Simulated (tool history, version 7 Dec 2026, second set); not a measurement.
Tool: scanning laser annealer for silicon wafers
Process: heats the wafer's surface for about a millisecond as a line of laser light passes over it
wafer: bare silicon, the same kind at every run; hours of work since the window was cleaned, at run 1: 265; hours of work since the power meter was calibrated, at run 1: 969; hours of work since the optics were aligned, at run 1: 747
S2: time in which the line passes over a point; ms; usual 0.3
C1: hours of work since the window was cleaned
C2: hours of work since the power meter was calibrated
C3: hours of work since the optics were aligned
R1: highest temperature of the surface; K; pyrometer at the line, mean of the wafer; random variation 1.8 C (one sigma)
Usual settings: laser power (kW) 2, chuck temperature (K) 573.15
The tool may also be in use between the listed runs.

{"run": 1, "day": 0.0, "laser power (kW)": 2, "S2": 0.3, "chuck temperature (K)": 573.15, "C1": 265, "C2": 969, "C3": 747, "R1": 1279.15}
{"run": 2, "day": 1.012, "laser power (kW)": 2, "S2": 0.3, "chuck temperature (K)": 541.15, "C1": 283, "C2": 986, "C3": 764, "R1": 1244.15}
{"run": 3, "day": 1.971, "laser power (kW)": 2, "S2": 0.3, "chuck temperature (K)": 573.15, "C1": 299, "C2": 1003, "C3": 781, "R1": 1275.15}
{"run": 4, "day": 3.104, "laser power (kW)": 2, "S2": 0.3, "chuck temperature (K)": 573.15, "C1": 318, "C2": 1022, "C3": 800, "R1": 1271.15}
{"run": 5, "day": 5.217, "laser power (kW)": 2, "S2": 0.3, "chuck temperature (K)": 573.15, "C1": 354, "C2": 1058, "C3": 836, "R1": 1269.15}
{"run": 6, "day": 6.642, "laser power (kW)": 2, "S2": 0.3, "chuck temperature (K)": 573.15, "C1": 379, "C2": 1082, "C3": 861, "R1": 1267.15}
{"run": 7, "day": 8.638, "laser power (kW)": 2, "S2": 0.3, "chuck temperature (K)": 573.15, "C1": 413, "C2": 1116, "C3": 895, "R1": 1265.15}
{"run": 8, "day": 9.942, "laser power (kW)": 2, "S2": 0.3, "chuck temperature (K)": 573.15, "C1": 435, "C2": 1139, "C3": 917, "R1": 1261.15}
{"run": 9, "day": 11.821, "laser power (kW)": 2, "S2": 0.3, "chuck temperature (K)": 573.15, "C1": 467, "C2": 1171, "C3": 949, "R1": 1261.15}
{"run": 10, "day": 13.375, "laser power (kW)": 2, "S2": 0.3, "chuck temperature (K)": 573.15, "C1": 493, "C2": 1197, "C3": 975, "R1": 1257.15}
{"run": 11, "day": 14.367, "laser power (kW)": 2.159, "S2": 0.362, "chuck temperature (K)": 573.15, "C1": 510, "C2": 1214, "C3": 992, "R1": 1406.15}
{"run": 12, "day": 15.85, "laser power (kW)": 2.159, "S2": 0.362, "chuck temperature (K)": 573.15, "C1": 536, "C2": 1239, "C3": 1018, "R1": 1401.15}
{"run": 13, "day": 17.125, "laser power (kW)": 2.059, "S2": 0.333, "chuck temperature (K)": 590.15, "C1": 557, "C2": 1261, "C3": 1039, "R1": 1335.15}

Forecast run 14:
{"run": 14, "day": 18.654, "laser power (kW)": 1.725, "S2": 0.3, "chuck temperature (K)": 563.15, "C1": 584, "C2": 1287, "C3": 1065, "R1": "?"}

{"run 14": {"R1": 1131.15}}
Without the tool's hidden state the same run would have given R1 1181.15 K.
